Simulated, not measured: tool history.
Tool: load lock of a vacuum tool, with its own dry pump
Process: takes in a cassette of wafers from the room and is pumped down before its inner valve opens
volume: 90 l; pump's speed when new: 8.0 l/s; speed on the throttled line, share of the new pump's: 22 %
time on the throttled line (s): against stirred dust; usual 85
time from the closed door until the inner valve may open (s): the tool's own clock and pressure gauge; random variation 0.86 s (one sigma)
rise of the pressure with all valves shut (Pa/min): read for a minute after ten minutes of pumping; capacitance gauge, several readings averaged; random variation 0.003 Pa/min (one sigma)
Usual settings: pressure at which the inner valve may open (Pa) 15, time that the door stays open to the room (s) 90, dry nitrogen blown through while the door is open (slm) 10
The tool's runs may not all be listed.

| run | hour | time on the throttled line (s) | pressure at which the inner valve may open (Pa) | time that the door stays open to the room (s) | dry nitrogen blown through while the door is open (slm) | incoming humidity of the room's air, % | time from the closed door until the inner valve may open (s) | rise of the pressure with all valves shut (Pa/min) |
|---|---|---|---|---|---|---|---|---|
| 1 | 0.0 | 85 | 15 | 90 | 10 | 43.4 | 170.4 | 0.289 |
| 2 | 331.0 | 85 | 15 | 90 | 10 | 42.9 | 170.7 | 0.287 |
| 3 | 685.0 | 85 | 12 | 90 | 10 | 41.5 | 172.8 | 0.301 |
| 4 | 1034.6 | 85 | 12 | 90 | 10 | 45.4 | 173.5 | 0.323 |
| 5 | 1273.0 | 85 | 19 | 90 | 10 | 44.5 | 168.6 | 0.328 |
| 6 | 1477.7 | 85 | 19 | 90 | 9 | 43.9 | 170.3 | 0.338 |
| 7 | 1730.8 | 85 | 19 | 90 | 9 | 46.7 | 168.4 | 0.351 |
| 8 | 1901.8 | 85 | 19 | 90 | 9 | 47.8 | 169.8 | 0.361 |
| 9 | 2152.4 | 85 | 19 | 90 | 9 | 43.9 | 169.3 | 0.356 |
| 10 | 2420.8 | 85 | 15 | 77 | 10 | 47.0 | 171.4 | 0.368 |
| 11 | 2581.6 | 85 | 15 | 90 | 10 | 48.6 | 171.4 | 0.382 |
| 12 | 2901.9 | 85 | 15 | 90 | 41 | 44.8 | 171.1 | 0.373 |
| 13 | 3051.1 | 77 | 27 | 91 | 5 | 43.9 | 159.9 | 0.398 |
| 14 | 3367.2 | 150 | 27 | 28 | 6 | 45.4 | 213.7 | 0.402 |
| 15 | 3659.3 | 150 | 27 | 28 | 6 | 47.3 | 214.9 | 0.421 |
| 16 | 4000.9 | 150 | 23 | 28 | 6 | 47.1 | 216.9 | 0.440 |
| 17 | 4341.8 | 51 | 27 | 123 | 26 | 45.0 | 139.5 | 0.443 |
| 18 | 4512.7 | 85 | 15 | 161 | 10 | 44.9 | 173.8 | 0.471 |
| 19 | 4851.4 | 85 | 15 | 161 | 10 | 48.2 | 175.5 | 0.490 |
| 20 | 5200.7 | 85 | 15 | 161 | 10 | 46.3 | 173.7 | 0.499 |
| 21 | 5387.4 | 85 | 15 | 161 | 10 | 47.0 | 173.5 | 0.507 |
| 22 | 5627.1 | 53 | 14 | 54 | 22 | 45.9 | 151.0 | 0.500 |
| 23 | 5942.8 | 129 | 15 | 90 | 10 | 42.6 | 209.4 | 0.533 |

3 ways to go on from here, each from the tool as it stands after run 23. What would each give?
| A | 6206.6 | 129 | 15 | 54 | 15 | 44.9 | ? | ? |
| B | 6206.6 | 98 | 24 | 90 | 11 | 43.9 | ? | ? |
| C | 6206.6 | 85 | 15 | 90 | 10 | 42.3 | ? | ? |

| run | time from the closed door until the inner valve may open (s) | rise of the pressure with all valves shut (Pa/min) |
|---|---|---|
| A | 208.7 | 0.525 |
| B | 178.0 | 0.539 |
| C | 173.9 | 0.537 |
Without the tool's hidden state the same runs would have given:
| run | time from the closed door until the inner valve may open (s) | rise of the pressure with all valves shut (Pa/min) |
|---|---|---|
| A | 200.7 | 0.026 |
| B | 170.0 | 0.039 |
| C | 164.7 | 0.042 |
